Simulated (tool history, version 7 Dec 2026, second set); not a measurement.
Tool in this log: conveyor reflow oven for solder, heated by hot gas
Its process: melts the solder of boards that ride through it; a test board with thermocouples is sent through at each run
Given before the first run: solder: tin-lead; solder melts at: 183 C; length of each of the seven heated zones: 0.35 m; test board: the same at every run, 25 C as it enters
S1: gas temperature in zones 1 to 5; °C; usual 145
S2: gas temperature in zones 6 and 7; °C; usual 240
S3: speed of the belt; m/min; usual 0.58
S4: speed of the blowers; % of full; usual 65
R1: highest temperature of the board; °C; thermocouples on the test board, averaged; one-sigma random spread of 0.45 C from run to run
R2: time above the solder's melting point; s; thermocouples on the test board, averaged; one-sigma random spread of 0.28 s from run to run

run    hour   S1   S2     S3  S4     R1    R2
  1       0  145  240   0.58  65  225.6  62.7
  2    70.9  145  240   0.58  65  225.7  62.8
  3   113.9  145  240   0.58  65  225.5  61.9
  4   178.9  145  240   0.58  85  228.8  64.8
  5   223.1  145  240   0.58  85  228.8  64.4
  6   267.4  145  240   0.58  85  229.1  64.9
  7   310.7  145  240   0.58  85  229.1    64
  8   373.8  145  240   0.58  85  227.8  64.8
  9     404  145  240   0.58  55  220.6  59.3
 10   438.8  145  240  0.544  65  226.5    67
 11   495.1  145  240  0.544  65  225.7  66.4
 12   531.5  145  240  0.544  65  226.2  66.8
 13   594.5  148  240  0.544  72    227  68.9
 14   660.4  155  246  0.668  72  226.6  58.8
 15   715.4  152  228  0.499  75  217.9  71.9
 16   746.6  152  228  0.499  75  217.5  71.9
      787.4  -- flux residue cleaned out of gas plates and filters
 17   812.4  152  233  0.464  75  225.1  82.9
 18     844  152  233  0.464  75  224.7  82.5
      862.7  -- belt drive overhauled, speed set with a stopwatch
 19   906.5  148  238  0.621  53  216.8  53.1
 20   944.6  145  240  0.692  67  218.1  47.9
 21   984.1  141  240  0.586  65  222.7  58.6
 22  1036.6  150  240   0.58  65  224.2  63.3
     1078.3  -- thermocouples of zones 6 and 7 changed
 23    1100  150  240   0.58  65  225.4  64.2
 24  1156.7  145  231  0.475  65  222.2  74.7

4 ways to go on from here, each from the tool as it stands after run 24. What would each give?
  A  1189.5  145  243   0.58  65   ?   ?
  B  1189.5  158  231  0.465  65   ?   ?
  C  1189.5  159  231  0.475  88   ?   ?
  D  1189.5  145  231  0.488  65   ?   ?

run     R1    R2
  A  227.7  63.8
  B  222.7  83.8
  C  226.5  83.5
  D    222  72.1
With no hidden state in the tool, these same runs would have given:
run     R1    R2
  A  229.4  64.6
  B  223.8  84.3
  C  227.6  83.9
  D  223.3  73.1
